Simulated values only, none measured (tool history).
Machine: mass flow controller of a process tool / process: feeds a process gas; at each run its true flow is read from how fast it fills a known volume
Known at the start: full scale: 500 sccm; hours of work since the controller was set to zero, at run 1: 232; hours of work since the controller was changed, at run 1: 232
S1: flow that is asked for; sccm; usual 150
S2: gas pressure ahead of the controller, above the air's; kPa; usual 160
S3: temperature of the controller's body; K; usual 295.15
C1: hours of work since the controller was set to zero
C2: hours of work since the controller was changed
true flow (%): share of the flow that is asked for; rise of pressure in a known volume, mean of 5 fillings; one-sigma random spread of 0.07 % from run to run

{"run": 1, "day": 0.0, "S1": 150, "S2": 160, "S3": 295.15, "C1": 232, "C2": 232, "true flow (%)": 98.46}
{"run": 2, "day": 4.792, "S1": 150, "S2": 160, "S3": 295.15, "C1": 307, "C2": 307, "true flow (%)": 98.5}
{"run": 3, "day": 10.108, "S1": 150, "S2": 160, "S3": 295.15, "C1": 391, "C2": 391, "true flow (%)": 98.68}
{"run": 4, "day": 14.429, "S1": 150, "S2": 160, "S3": 295.15, "C1": 459, "C2": 459, "true flow (%)": 98.52}
{"run": 5, "day": 19.617, "S1": 150, "S2": 190, "S3": 295.15, "C1": 540, "C2": 540, "true flow (%)": 98.45}
{"run": 6, "day": 24.1, "S1": 150, "S2": 241, "S3": 295.15, "C1": 610, "C2": 610, "true flow (%)": 98.11}
{"run": 7, "day": 27.012, "S1": 150, "S2": 241, "S3": 295.15, "C1": 656, "C2": 656, "true flow (%)": 98.07}
{"run": 8, "day": 31.233, "S1": 150, "S2": 241, "S3": 295.15, "C1": 722, "C2": 722, "true flow (%)": 98.02}
{"run": 9, "day": 35.354, "S1": 150, "S2": 239, "S3": 295.15, "C1": 787, "C2": 787, "true flow (%)": 98.09}
{"run": 10, "day": 39.575, "S1": 150, "S2": 239, "S3": 295.15, "C1": 853, "C2": 853, "true flow (%)": 98.26}
{"run": 11, "day": 44.588, "S1": 150, "S2": 239, "S3": 295.15, "C1": 932, "C2": 932, "true flow (%)": 98.16}
{"run": 12, "day": 47.638, "S1": 150, "S2": 160, "S3": 297.15, "C1": 980, "C2": 980, "true flow (%)": 98.34}
{"run": 13, "day": 52.642, "S1": 150, "S2": 160, "S3": 295.15, "C1": 1058, "C2": 1058, "true flow (%)": 98.57}
{"run": 14, "day": 57.542, "S1": 361, "S2": 160, "S3": 295.15, "C1": 1135, "C2": 1135, "true flow (%)": 100.16}
{"run": 15, "day": 62.479, "S1": 150, "S2": 160, "S3": 309.15, "C1": 1213, "C2": 1213, "true flow (%)": 96.85}
{"run": 16, "day": 67.612, "S1": 150, "S2": 160, "S3": 309.15, "C1": 1293, "C2": 1293, "true flow (%)": 96.98}
{"run": 17, "day": 70.971, "S1": 150, "S2": 160, "S3": 295.15, "C1": 1346, "C2": 1346, "true flow (%)": 98.64}
{"run": 18, "day": 73.521, "S1": 150, "S2": 160, "S3": 295.15, "C1": 1386, "C2": 1386, "true flow (%)": 98.72}
{"run": 19, "day": 78.217, "S1": 150, "S2": 160, "S3": 295.15, "C1": 1460, "C2": 1460, "true flow (%)": 98.6}
{"run": 20, "day": 82.371, "S1": 241, "S2": 160, "S3": 295.15, "C1": 1525, "C2": 1525, "true flow (%)": 99.49}
{"run": 21, "day": 87.612, "S1": 152, "S2": 160, "S3": 295.15, "C1": 1607, "C2": 1607, "true flow (%)": 98.75}
{"run": 22, "day": 91.692, "S1": 150, "S2": 160, "S3": 295.15, "C1": 1671, "C2": 1671, "true flow (%)": 98.54}
{"day": 92.083, "done": "controller's zero set anew"}
{"run": 23, "day": 95.7, "S1": 150, "S2": 160, "S3": 295.15, "C1": 57, "C2": 1734, "true flow (%)": 98.51}
{"run": 24, "day": 98.058, "S1": 150, "S2": 160, "S3": 295.15, "C1": 94, "C2": 1771, "true flow (%)": 98.36}
{"run": 25, "day": 100.379, "S1": 181, "S2": 247, "S3": 296.15, "C1": 130, "C2": 1807, "true flow (%)": 98.33}
{"run": 26, "day": 104.962, "S1": 378, "S2": 273, "S3": 304.15, "C1": 202, "C2": 1879, "true flow (%)": 98.9}
{"run": 27, "day": 108.633, "S1": 378, "S2": 273, "S3": 304.15, "C1": 260, "C2": 1937, "true flow (%)": 98.85}
{"run": 28, "day": 113.329, "S1": 51, "S2": 184, "S3": 295.15, "C1": 333, "C2": 2010, "true flow (%)": 95.68}
{"day": 115.679, "done": "controller's zero set anew, once more"}
{"run": 29, "day": 115.817, "S1": 55, "S2": 150, "S3": 296.15, "C1": 2, "C2": 2049, "true flow (%)": 98.85}
{"run": 30, "day": 121.425, "S1": 150, "S2": 160, "S3": 295.15, "C1": 90, "C2": 2137, "true flow (%)": 99.68}
{"run": 31, "day": 126.554, "S1": 93, "S2": 160, "S3": 309.15, "C1": 171, "C2": 2218, "true flow (%)": 97.61}
{"run": 32, "day": 130.262, "S1": 82, "S2": 162, "S3": 298.15, "C1": 229, "C2": 2276, "true flow (%)": 98.74}
{"run": 33, "day": 132.946, "S1": 82, "S2": 162, "S3": 298.15, "C1": 271, "C2": 2318, "true flow (%)": 98.78}
{"run": 34, "day": 137.567, "S1": 82, "S2": 162, "S3": 298.15, "C1": 344, "C2": 2391, "true flow (%)": 98.73}
{"run": 35, "day": 140.562, "S1": 82, "S2": 162, "S3": 298.15, "C1": 391, "C2": 2438, "true flow (%)": 98.67}
{"run": 36, "day": 144.3, "S1": 146, "S2": 243, "S3": 297.15, "C1": 449, "C2": 2496, "true flow (%)": 99.0}
{"run": 37, "day": 148.912, "S1": 146, "S2": 243, "S3": 297.15, "C1": 522, "C2": 2569, "true flow (%)": 98.92}
{"run": 38, "day": 152.142, "S1": 106, "S2": 160, "S3": 297.15, "C1": 572, "C2": 2619, "true flow (%)": 98.97}
{"run": 39, "day": 154.579, "S1": 150, "S2": 190, "S3": 296.15, "C1": 611, "C2": 2658, "true flow (%)": 99.42}
{"run": 40, "day": 159.204, "S1": 285, "S2": 160, "S3": 297.15, "C1": 683, "C2": 2730, "true flow (%)": 100.44}
{"run": 41, "day": 162.208, "S1": 285, "S2": 160, "S3": 308.15, "C1": 730, "C2": 2777, "true flow (%)": 99.05}
{"run": 42, "day": 167.896, "S1": 285, "S2": 160, "S3": 308.15, "C1": 820, "C2": 2867, "true flow (%)": 99.16}
{"run": 43, "day": 170.942, "S1": 88, "S2": 160, "S3": 308.15, "C1": 867, "C2": 2914, "true flow (%)": 97.54}
{"run": 44, "day": 174.746, "S1": 329, "S2": 276, "S3": 301.15, "C1": 927, "C2": 2974, "true flow (%)": 99.69}
{"run": 45, "day": 180.158, "S1": 182, "S2": 251, "S3": 301.15, "C1": 1012, "C2": 3059, "true flow (%)": 98.69}
{"run": 46, "day": 182.825, "S1": 150, "S2": 230, "S3": 295.15, "C1": 1054, "C2": 3101, "true flow (%)": 99.35}
{"run": 47, "day": 187.429, "S1": 191, "S2": 247, "S3": 295.15, "C1": 1126, "C2": 3173, "true flow (%)": 99.8}
{"run": 48, "day": 190.679, "S1": 191, "S2": 247, "S3": 295.15, "C1": 1177, "C2": 3224, "true flow (%)": 99.62}

Some steps in true flow (%), run to run, broken into two amounts with sign: the step expected even without the hidden condition (settings, incoming material, random variation), and the rest, left for the hidden condition together with whatever gauge scatter is not in both the measured and the hidden-condition-free result:
Hidden conditions of the tool in this case: flow at rest that the sensor doesn't see, % of full scale; true flow over the shown one, %; drift of the gauge itself on true_pct, %.
Run 14 -> 15: S1 361 -> 150, S3 295.15 -> 309.15. true flow (%) -3.31: hidden state -0.32, all else -2.99.
Run 27 -> 28: S1 378 -> 51, S2 273 -> 184, S3 304.15 -> 295.15. true flow (%) -3.17: hidden state -2.77, all else -0.40.
Run 28 -> 29: S1 51 -> 55, S2 184 -> 150, S3 295.15 -> 296.15, controller's zero set anew, once more. true flow (%) +3.17: hidden state +3.19, all else -0.02.
Run 43 -> 44: S1 88 -> 329, S2 160 -> 276, S3 308.15 -> 301.15. true flow (%) +2.15: hidden state +0.55, all else +1.60.

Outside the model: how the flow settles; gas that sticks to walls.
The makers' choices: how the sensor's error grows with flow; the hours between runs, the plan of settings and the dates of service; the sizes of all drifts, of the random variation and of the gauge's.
